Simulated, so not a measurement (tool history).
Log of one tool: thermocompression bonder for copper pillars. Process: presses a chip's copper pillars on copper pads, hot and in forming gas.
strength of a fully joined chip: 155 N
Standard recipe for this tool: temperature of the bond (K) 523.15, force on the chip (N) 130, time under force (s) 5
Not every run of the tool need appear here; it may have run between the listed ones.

| run | hour | temperature of the bond (K) | force on the chip (N) | time under force (s) | force that shears a chip off (N) |
|---|---|---|---|---|---|
| 1 | 0 | 523.15 | 130 | 5 | 85.4 |
| 2 | 40.6 | 523.15 | 130 | 5 | 84.1 |
| 3 | 76.3 | 523.15 | 130 | 5 | 83.8 |
|  | 115.3 | forming gas filter changed |
| 4 | 117.1 | 523.15 | 130 | 5 | 87.5 |
| 5 | 159.7 | 523.15 | 130 | 5 | 84.8 |
| 6 | 206.8 | 523.15 | 130 | 5 | 84.5 |
| 7 | 235.9 | 523.15 | 139 | 5 | 88.3 |
|  | 254.4 | heater calibrated with a thermocouple chip |
| 8 | 273.6 | 537.15 | 130 | 5 | 88.2 |
| 9 | 298.3 | 523.15 | 130 | 5 | 78.3 |
|  | 315.6 | forming gas filter changed |
| 10 | 333.1 | 523.15 | 130 | 5 | 82.3 |
| 11 | 381 | 523.15 | 130 | 5 | 80.7 |
|  | 409.2 | heater calibrated with a thermocouple chip, once more |
| 12 | 419.6 | 523.15 | 94 | 5 | 68.5 |
| 13 | 451.3 | 523.15 | 94 | 5 | 66.7 |
| 14 | 486.2 | 523.15 | 94 | 5 | 66.6 |
| 15 | 508.1 | 540.15 | 142 | 7 | 115.3 |
|  | 516.7 | forming gas filter changed |
| 16 | 542.2 | 523.15 | 194 | 5 | 116.1 |
| 17 | 571 | 523.15 | 194 | 5 | 115.9 |
| 18 | 601.7 | 524.15 | 118 | 5 | 81.7 |
| 19 | 646 | 524.15 | 118 | 3 | 66.1 |
| 20 | 687.3 | 531.15 | 118 | 3 | 71.7 |
|  | 714.7 | forming gas filter changed |
| 21 | 727.4 | 531.15 | 118 | 11 | 110.4 |
| 22 | 753.1 | 531.15 | 118 | 11 | 109.2 |
| 23 | 783.7 | 531.15 | 118 | 11 | 107.7 |
| 24 | 805.3 | 519.15 | 86 | 9 | 73.5 |
| 25 | 844.1 | 498.15 | 84 | 11 | 58.2 |

Below, each run's measurement less what the same run would have read without the hidden state. Both values contain the same run-to-run variation, but the gauge's scatter may not be the same in both:
Hidden conditions of the tool in this case: true temperature of the bond over the reading, C; force that reaches the chip, % of what is set; oxide that the forming gas leaves, % of the face; drift of the gauge itself on shear_n, %.
| run | force that shears a chip off (N) |
|---|---|
| 1 | -7.2 |
| 2 | -8 |
| 3 | -9 |
| 4 | -6.6 |
| 5 | -7.5 |
| 6 | -8.6 |
| 7 | -9.5 |
| 8 | -13.3 |
| 9 | -14 |
| 10 | -11.7 |
| 11 | -12.7 |
| 12 | -2.8 |
| 13 | -3.4 |
| 14 | -4.1 |
| 15 | -6.4 |
| 16 | -3 |
| 17 | -3.9 |
| 18 | -4.3 |
| 19 | -4.6 |
| 20 | -5.9 |
| 21 | -4 |
| 22 | -4.7 |
| 23 | -5.5 |
| 24 | -5.4 |
| 25 | -5.5 |
